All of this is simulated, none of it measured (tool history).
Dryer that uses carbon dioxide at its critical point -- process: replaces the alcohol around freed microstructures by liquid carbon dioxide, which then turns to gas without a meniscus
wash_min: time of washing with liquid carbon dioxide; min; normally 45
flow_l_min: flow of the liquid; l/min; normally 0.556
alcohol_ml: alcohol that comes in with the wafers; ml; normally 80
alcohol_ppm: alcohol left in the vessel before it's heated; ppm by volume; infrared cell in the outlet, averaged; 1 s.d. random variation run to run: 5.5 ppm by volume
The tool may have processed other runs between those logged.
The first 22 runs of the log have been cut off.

Run 23, hour 299.8: usual settings but flow_l_min 0.554 l/min, alcohol_ml 29 ml. Result: alcohol_ppm 160 ppm by volume.
Run 24, hour 316.5: usual settings but flow_l_min 0.554 l/min, alcohol_ml 29 ml. Result: alcohol_ppm 152 ppm by volume.
Run 25, hour 331.7: usual settings but flow_l_min 0.554 l/min, alcohol_ml 29 ml. Result: alcohol_ppm 158 ppm by volume.
Run 26, hour 342.7: usual settings but flow_l_min 0.695 l/min. Result: alcohol_ppm 150 ppm by volume.
Run 27, hour 350.1: usual settings but flow_l_min 0.695 l/min. Result: alcohol_ppm 151 ppm by volume.
Run 28, hour 364.5: usual settings but wash_min 50 min, flow_l_min 0.695 l/min. Result: alcohol_ppm 124 ppm by volume.
Run 29, hour 372.6: usual settings but wash_min 50 min, flow_l_min 0.695 l/min. Result: alcohol_ppm 114 ppm by volume.
Run 30, hour 389.1: usual settings but wash_min 28 min, flow_l_min 0.485 l/min, alcohol_ml 29 ml. Result: alcohol_ppm 772 ppm by volume.
Run 31, hour 397.7: usual settings but wash_min 28 min, flow_l_min 0.485 l/min, alcohol_ml 29 ml. Result: alcohol_ppm 775 ppm by volume.
Run 32, hour 414.7: usual settings but wash_min 28 min, flow_l_min 0.481 l/min, alcohol_ml 29 ml. Result: alcohol_ppm 797 ppm by volume.
Run 33, hour 427.6: usual settings but wash_min 43 min, alcohol_ml 115 ml. Result: alcohol_ppm 526 ppm by volume.
Run 34, hour 435.9: usual settings but wash_min 43 min, alcohol_ml 115 ml. Result: alcohol_ppm 538 ppm by volume.
Run 35, hour 453.8: usual settings but wash_min 43 min, alcohol_ml 115 ml. Result: alcohol_ppm 542 ppm by volume.
Run 36, hour 465.0: usual settings but wash_min 43 min, alcohol_ml 115 ml. Result: alcohol_ppm 539 ppm by volume.
Run 37, hour 475.7: usual settings but wash_min 43 min, alcohol_ml 115 ml. Result: alcohol_ppm 535 ppm by volume.
Run 38, hour 488.5: usual settings but flow_l_min 0.824 l/min. Result: alcohol_ppm 105 ppm by volume.
Run 39, hour 497.4: usual settings but wash_min 52 min, alcohol_ml 97 ml. Result: alcohol_ppm 251 ppm by volume.

5 ways to go on from here, each from the tool as it stands after run 39. What would each give?
Run A, hour 512.6: usual settings but wash_min 52 min, alcohol_ml 23 ml. Result: alcohol_ppm ?.
Run B, hour 512.6: usual settings but wash_min 52 min, flow_l_min 0.438 l/min, alcohol_ml 38 ml. Result: alcohol_ppm ?.
Run C, hour 512.6: usual settings but alcohol_ml 52 ml. Result: alcohol_ppm ?.
Run D, hour 512.6: usual settings but flow_l_min 0.437 l/min, alcohol_ml 102 ml. Result: alcohol_ppm ?.
Run E, hour 512.6: usual settings but wash_min 47 min, flow_l_min 0.924 l/min, alcohol_ml 51 ml. Result: alcohol_ppm ?.

run  alcohol_ppm
  A          125
  B          294
  C          269
  D         1018
  E          107
Without the tool's unlogged condition, the same runs would have read:
run  alcohol_ppm
  A           18
  B          125
  C          102
  D          589
  E           14
